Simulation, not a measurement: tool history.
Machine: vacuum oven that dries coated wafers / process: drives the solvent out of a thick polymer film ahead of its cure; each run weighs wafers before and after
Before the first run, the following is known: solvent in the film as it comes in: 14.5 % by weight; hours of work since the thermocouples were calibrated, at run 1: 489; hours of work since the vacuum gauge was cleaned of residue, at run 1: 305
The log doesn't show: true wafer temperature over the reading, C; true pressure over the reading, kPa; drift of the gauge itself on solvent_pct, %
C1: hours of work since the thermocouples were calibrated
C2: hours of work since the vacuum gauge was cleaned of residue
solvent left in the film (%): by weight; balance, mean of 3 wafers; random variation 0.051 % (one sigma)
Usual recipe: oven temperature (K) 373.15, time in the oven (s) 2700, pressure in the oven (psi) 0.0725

run 1 hour=0 | oven_temperature_(K)=373.15 time_in_the_oven_(s)=2700 pressure_in_the_oven_(psi)=0.0725 | C1=489 C2=305 | solvent_left_in_the_film_(%)=1.65
run 2 hour=16 | oven_temperature_(K)=373.15 time_in_the_oven_(s)=2700 pressure_in_the_oven_(psi)=0.0725 | C1=498 C2=314 | solvent_left_in_the_film_(%)=1.61
run 3 hour=25.5 | oven_temperature_(K)=379.15 time_in_the_oven_(s)=2700 pressure_in_the_oven_(psi)=0.0725 | C1=503 C2=319 | solvent_left_in_the_film_(%)=0.73
run 4 hour=40 | oven_temperature_(K)=373.15 time_in_the_oven_(s)=2700 pressure_in_the_oven_(psi)=0.239 | C1=510 C2=327 | solvent_left_in_the_film_(%)=2.11
run 5 hour=54.7 | oven_temperature_(K)=373.15 time_in_the_oven_(s)=2700 pressure_in_the_oven_(psi)=0.1674 | C1=518 C2=334 | solvent_left_in_the_film_(%)=1.85
run 6 hour=70.9 | oven_temperature_(K)=373.15 time_in_the_oven_(s)=2700 pressure_in_the_oven_(psi)=0.1674 | C1=527 C2=343 | solvent_left_in_the_film_(%)=1.94
run 7 hour=82.7 | oven_temperature_(K)=373.15 time_in_the_oven_(s)=2700 pressure_in_the_oven_(psi)=0.1674 | C1=533 C2=349 | solvent_left_in_the_film_(%)=1.93

Estimate the outcome of run 8 from the log above:
run 8 hour=93.2 | oven_temperature_(K)=373.15 time_in_the_oven_(s)=2700 pressure_in_the_oven_(psi)=0.1674 | C1=539 C2=355 | solvent_left_in_the_film_(%)=?

{"run 8": {"solvent left in the film (%)": 1.92}}
With no hidden state in the tool, this same run would have given solvent left in the film (%) 2.06.
